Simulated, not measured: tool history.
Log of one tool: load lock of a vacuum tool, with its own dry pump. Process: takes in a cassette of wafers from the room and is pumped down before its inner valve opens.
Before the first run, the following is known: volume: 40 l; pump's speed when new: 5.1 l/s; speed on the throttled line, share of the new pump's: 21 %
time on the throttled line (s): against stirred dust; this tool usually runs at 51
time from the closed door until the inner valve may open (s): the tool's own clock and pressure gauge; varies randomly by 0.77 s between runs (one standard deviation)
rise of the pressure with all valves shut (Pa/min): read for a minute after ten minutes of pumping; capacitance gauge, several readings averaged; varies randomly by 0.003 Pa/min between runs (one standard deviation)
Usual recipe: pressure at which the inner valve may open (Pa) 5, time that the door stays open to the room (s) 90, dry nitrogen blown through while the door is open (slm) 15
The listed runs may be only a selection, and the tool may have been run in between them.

| run | hour | time on the throttled line (s) | pressure at which the inner valve may open (Pa) | time that the door stays open to the room (s) | dry nitrogen blown through while the door is open (slm) | incoming humidity of the room's air, % | time from the closed door until the inner valve may open (s) | rise of the pressure with all valves shut (Pa/min) |
|---|---|---|---|---|---|---|---|---|
| 1 | 0.0 | 51 | 5 | 90 | 15 | 46.1 | 122.6 | 0.189 |
| 2 | 93.6 | 51 | 5 | 90 | 9 | 46.5 | 120.4 | 0.205 |
| 3 | 160.6 | 51 | 5 | 64 | 15 | 48.0 | 121.0 | 0.198 |
| 4 | 262.0 | 51 | 5 | 135 | 15 | 43.2 | 119.2 | 0.215 |
| 5 | 306.7 | 51 | 5 | 135 | 15 | 44.8 | 122.6 | 0.219 |
| 6 | 365.2 | 51 | 5 | 135 | 15 | 43.9 | 120.3 | 0.227 |
| 7 | 462.6 | 51 | 5 | 143 | 15 | 51.5 | 120.6 | 0.226 |
| 8 | 520.2 | 51 | 5 | 143 | 15 | 44.2 | 121.1 | 0.228 |
| 9 | 603.5 | 51 | 5 | 143 | 15 | 45.9 | 121.4 | 0.231 |
| 10 | 674.8 | 51 | 5 | 143 | 15 | 44.5 | 120.5 | 0.238 |
| 11 | 766.6 | 51 | 5 | 143 | 15 | 42.2 | 120.4 | 0.237 |
| 12 | 836.9 | 51 | 5 | 90 | 7 | 43.4 | 122.0 | 0.242 |
| 13 | 933.9 | 51 | 5 | 90 | 7 | 46.0 | 120.0 | 0.249 |
| 14 | 1017.5 | 51 | 5 | 90 | 7 | 46.4 | 121.7 | 0.255 |
| 15 | 1078.6 | 51 | 5 | 90 | 7 | 46.0 | 121.3 | 0.248 |
| 16 | 1137.9 | 51 | 5 | 90 | 7 | 46.0 | 121.6 | 0.255 |
| 17 | 1240.0 | 51 | 5 | 90 | 7 | 46.2 | 122.2 | 0.253 |
| 18 | 1287.7 | 51 | 5 | 90 | 7 | 43.3 | 122.0 | 0.262 |
| 19 | 1343.7 | 51 | 5 | 90 | 7 | 43.0 | 120.5 | 0.262 |
| 20 | 1412.4 | 42 | 9 | 138 | 34 | 43.7 | 110.3 | 0.267 |
| 21 | 1510.5 | 95 | 5 | 148 | 24 | 44.2 | 156.9 | 0.275 |
| 22 | 1595.4 | 69 | 5 | 90 | 10 | 45.2 | 135.9 | 0.281 |
| 23 | 1673.3 | 69 | 5 | 90 | 10 | 44.8 | 136.0 | 0.287 |
| 24 | 1756.5 | 69 | 5 | 90 | 10 | 45.1 | 135.4 | 0.282 |
| 25 | 1823.0 | 69 | 5 | 90 | 10 | 45.2 | 134.2 | 0.294 |
| 26 | 1882.4 | 69 | 5 | 90 | 10 | 43.9 | 135.7 | 0.287 |
| 27 | 1937.7 | 69 | 5 | 90 | 10 | 46.2 | 136.2 | 0.301 |
| 28 | 1988.1 | 69 | 5 | 59 | 10 | 44.1 | 136.2 | 0.297 |
| 29 | 2064.1 | 66 | 5 | 205 | 4 | 42.2 | 134.0 | 0.326 |
| 30 | 2162.5 | 94 | 5 | 205 | 4 | 45.9 | 158.3 | 0.336 |
| 31 | 2210.9 | 94 | 5 | 205 | 4 | 45.6 | 154.4 | 0.342 |
| 32 | 2293.4 | 94 | 5 | 205 | 4 | 48.3 | 155.4 | 0.344 |
| 33 | 2386.6 | 94 | 5 | 205 | 4 | 44.5 | 156.3 | 0.335 |
| 34 | 2442.3 | 47 | 6 | 205 | 4 | 43.2 | 117.0 | 0.341 |
| 35 | 2527.7 | 82 | 4 | 138 | 40 | 44.1 | 148.1 | 0.325 |
| 36 | 2613.8 | 82 | 4 | 138 | 40 | 46.3 | 148.8 | 0.332 |

Alternative continuations, all from the tool just after run 36; predict every row:
| A | 2684.8 | 51 | 10 | 90 | 15 | 46.1 | ? | ? |
| B | 2684.8 | 58 | 4 | 138 | 40 | 44.1 | ? | ? |
| C | 2684.8 | 82 | 4 | 95 | 6 | 44.6 | ? | ? |
| D | 2684.8 | 70 | 5 | 90 | 20 | 45.0 | ? | ? |

| run | time from the closed door until the inner valve may open (s) | rise of the pressure with all valves shut (Pa/min) |
|---|---|---|
| A | 117.7 | 0.338 |
| B | 128.6 | 0.331 |
| C | 148.4 | 0.347 |
| D | 137.0 | 0.327 |
Stripped of hidden state, with their random variation kept, the same runs would have yielded:
| run | time from the closed door until the inner valve may open (s) | rise of the pressure with all valves shut (Pa/min) |
|---|---|---|
| A | 114.6 | 0.033 |
| B | 125.1 | 0.029 |
| C | 145.2 | 0.042 |
| D | 133.9 | 0.029 |
